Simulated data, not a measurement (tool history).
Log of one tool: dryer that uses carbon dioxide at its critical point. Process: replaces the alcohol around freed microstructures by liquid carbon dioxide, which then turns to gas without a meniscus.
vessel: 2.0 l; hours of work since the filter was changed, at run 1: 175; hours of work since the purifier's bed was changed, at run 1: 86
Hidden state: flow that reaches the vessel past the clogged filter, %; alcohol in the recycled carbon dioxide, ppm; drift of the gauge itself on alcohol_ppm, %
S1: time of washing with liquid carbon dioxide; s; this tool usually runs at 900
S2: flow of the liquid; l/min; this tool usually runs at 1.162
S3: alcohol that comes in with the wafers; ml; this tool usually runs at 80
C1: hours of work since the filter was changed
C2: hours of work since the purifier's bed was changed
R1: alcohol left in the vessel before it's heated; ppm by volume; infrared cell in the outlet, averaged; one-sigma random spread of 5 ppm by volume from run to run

run 1 hour=0 | S1=900 S2=1.162 S3=80 | C1=175 C2=86 | R1=52
run 2 hour=18.4 | S1=1260 S2=1.162 S3=80 | C1=182 C2=92 | R1=35
run 3 hour=37.7 | S1=1260 S2=1.162 S3=80 | C1=188 C2=98 | R1=33
run 4 hour=54.5 | S1=900 S2=1.162 S3=80 | C1=193 C2=104 | R1=58
run 5 hour=74.5 | S1=900 S2=1.162 S3=80 | C1=200 C2=111 | R1=59
run 6 hour=91.7 | S1=900 S2=1.162 S3=80 | C1=206 C2=116 | R1=57
run 7 hour=102.8 | S1=900 S2=1.162 S3=80 | C1=209 C2=120 | R1=60
run 8 hour=111.7 | S1=900 S2=1.162 S3=80 | C1=212 C2=123 | R1=55
run 9 hour=128 | S1=900 S2=1.162 S3=80 | C1=218 C2=128 | R1=65
run 10 hour=143.9 | S1=900 S2=0.72 S3=80 | C1=223 C2=133 | R1=424
run 11 hour=163.8 | S1=900 S2=0.72 S3=80 | C1=229 C2=140 | R1=451
run 12 hour=179.6 | S1=900 S2=0.72 S3=80 | C1=235 C2=145 | R1=434
run 13 hour=192.5 | S1=840 S2=1.162 S3=80 | C1=239 C2=149 | R1=85
run 14 hour=209.6 | S1=840 S2=1.41 S3=80 | C1=244 C2=155 | R1=59
run 15 hour=229.8 | S1=900 S2=1.162 S3=80 | C1=251 C2=162 | R1=66
run 16 hour=247.4 | S1=1020 S2=1.162 S3=80 | C1=257 C2=167 | R1=60
run 17 hour=259.6 | S1=1020 S2=1.51 S3=80 | C1=261 C2=171 | R1=61
run 18 hour=272.4 | S1=1020 S2=1.51 S3=80 | C1=265 C2=176 | R1=39
run 19 hour=287.3 | S1=900 S2=1.162 S3=80 | C1=270 C2=181 | R1=77
run 20 hour=299.1 | S1=900 S2=1.33 S3=80 | C1=274 C2=184 | R1=61
run 21 hour=317.1 | S1=900 S2=1.33 S3=80 | C1=280 C2=190 | R1=65
run 22 hour=337.2 | S1=900 S2=1.33 S3=80 | C1=286 C2=197 | R1=59
run 23 hour=350.2 | S1=900 S2=0.71 S3=80 | C1=291 C2=201 | R1=512
run 24 hour=367.6 | S1=900 S2=1.162 S3=80 | C1=296 C2=207 | R1=78
run 25 hour=381.3 | S1=900 S2=1.24 S3=80 | C1=301 C2=211 | R1=76
run 26 hour=393.1 | S1=900 S2=0.85 S3=80 | C1=305 C2=215 | R1=249
-- hour=408.2 inlet filter changed
run 27 hour=411.2 | S1=1440 S2=1.162 S3=47 | C1=1 C2=221 | R1=52
run 28 hour=422.6 | S1=1080 S2=0.9 S3=31 | C1=5 C2=225 | R1=71
run 29 hour=431.9 | S1=1080 S2=0.9 S3=31 | C1=8 C2=228 | R1=73
run 30 hour=451.3 | S1=1080 S2=0.9 S3=31 | C1=14 C2=234 | R1=66
run 31 hour=462.1 | S1=960 S2=0.73 S3=57 | C1=18 C2=238 | R1=218
run 32 hour=472.5 | S1=600 S2=0.81 S3=59 | C1=21 C2=241 | R1=839
run 33 hour=488.7 | S1=600 S2=1.47 S3=59 | C1=26 C2=247 | R1=111
run 34 hour=500.1 | S1=1080 S2=0.99 S3=39 | C1=30 C2=250 | R1=65
run 35 hour=518 | S1=900 S2=1.38 S3=22 | C1=36 C2=256 | R1=64
run 36 hour=533.7 | S1=900 S2=1.05 S3=22 | C1=41 C2=261 | R1=84
run 37 hour=546.8 | S1=1200 S2=1.162 S3=56 | C1=46 C2=266 | R1=63
run 38 hour=559.8 | S1=900 S2=1.162 S3=25 | C1=50 C2=270 | R1=72
run 39 hour=579.6 | S1=660 S2=1.162 S3=51 | C1=56 C2=276 | R1=155
run 40 hour=598.2 | S1=540 S2=1.53 S3=25 | C1=63 C2=283 | R1=108
run 41 hour=610.9 | S1=660 S2=1.9 S3=80 | C1=67 C2=287 | R1=77
run 42 hour=628.3 | S1=660 S2=1 S3=95 | C1=72 C2=292 | R1=456
run 43 hour=645.4 | S1=660 S2=1 S3=95 | C1=78 C2=298 | R1=447
run 44 hour=663.2 | S1=1200 S2=1.34 S3=44 | C1=84 C2=304 | R1=78
run 45 hour=676.9 | S1=1200 S2=1.34 S3=44 | C1=88 C2=308 | R1=68
run 46 hour=693.7 | S1=1080 S2=0.8 S3=67 | C1=94 C2=314 | R1=136
run 47 hour=709.2 | S1=900 S2=1.33 S3=70 | C1=99 C2=319 | R1=85

Measured less the same run without the tool's hidden state. The same run-to-run variation is in both; the gauge's scatter may not be:
run=1 R1=+30
run=2 R1=+23
run=3 R1=+25
run=4 R1=+35
run=5 R1=+36
run=6 R1=+37
run=7 R1=+40
run=8 R1=+39
run=9 R1=+40
run=10 R1=+130
run=11 R1=+141
run=12 R1=+139
run=13 R1=+53
run=14 R1=+43
run=15 R1=+49
run=16 R1=+45
run=17 R1=+43
run=18 R1=+39
run=19 R1=+56
run=20 R1=+47
run=21 R1=+51
run=22 R1=+54
run=23 R1=+190
run=24 R1=+64
run=25 R1=+60
run=26 R1=+122
run=27 R1=+52
run=28 R1=+55
run=29 R1=+56
run=30 R1=+56
run=31 R1=+64
run=32 R1=+81
run=33 R1=+63
run=34 R1=+60
run=35 R1=+63
run=36 R1=+64
run=37 R1=+63
run=38 R1=+65
run=39 R1=+74
run=40 R1=+72
run=41 R1=+69
run=42 R1=+107
run=43 R1=+108
run=44 R1=+72
run=45 R1=+68
run=46 R1=+84
run=47 R1=+75

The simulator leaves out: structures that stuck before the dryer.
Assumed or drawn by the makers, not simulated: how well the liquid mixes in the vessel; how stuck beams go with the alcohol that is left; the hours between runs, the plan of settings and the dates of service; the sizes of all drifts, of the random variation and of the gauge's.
